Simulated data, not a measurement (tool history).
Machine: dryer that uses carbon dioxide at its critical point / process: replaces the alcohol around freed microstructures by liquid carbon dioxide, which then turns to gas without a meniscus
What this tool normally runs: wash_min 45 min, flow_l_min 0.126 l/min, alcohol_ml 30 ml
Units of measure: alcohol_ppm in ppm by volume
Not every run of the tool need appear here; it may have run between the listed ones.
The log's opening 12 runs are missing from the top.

run 13 hour=133.3 | wash_min=47 flow_l_min=0.126 alcohol_ml=30 | alcohol_ppm=209
run 14 hour=141.4 | wash_min=47 flow_l_min=0.126 alcohol_ml=30 | alcohol_ppm=199
run 15 hour=151.6 | wash_min=47 flow_l_min=0.126 alcohol_ml=30 | alcohol_ppm=220
run 16 hour=159.5 | wash_min=47 flow_l_min=0.126 alcohol_ml=30 | alcohol_ppm=228
run 17 hour=167.4 | wash_min=47 flow_l_min=0.126 alcohol_ml=30 | alcohol_ppm=225
run 18 hour=182.8 | wash_min=47 flow_l_min=0.126 alcohol_ml=30 | alcohol_ppm=232
run 19 hour=198.4 | wash_min=47 flow_l_min=0.126 alcohol_ml=30 | alcohol_ppm=238
run 20 hour=211.3 | wash_min=45 flow_l_min=0.141 alcohol_ml=30 | alcohol_ppm=191
run 21 hour=219.7 | wash_min=53 flow_l_min=0.126 alcohol_ml=30 | alcohol_ppm=162
run 22 hour=235.2 | wash_min=53 flow_l_min=0.126 alcohol_ml=30 | alcohol_ppm=158
run 23 hour=243.8 | wash_min=53 flow_l_min=0.126 alcohol_ml=30 | alcohol_ppm=168

Run 24 has not been measured yet. What should we expect?
run 24 hour=258.7 | wash_min=67 flow_l_min=0.189 alcohol_ml=57 | alcohol_ppm=?

Run 24 yielded alcohol_ppm 86 ppm by volume.
Without the tool's hidden state the same run would have given alcohol_ppm 7 ppm by volume.

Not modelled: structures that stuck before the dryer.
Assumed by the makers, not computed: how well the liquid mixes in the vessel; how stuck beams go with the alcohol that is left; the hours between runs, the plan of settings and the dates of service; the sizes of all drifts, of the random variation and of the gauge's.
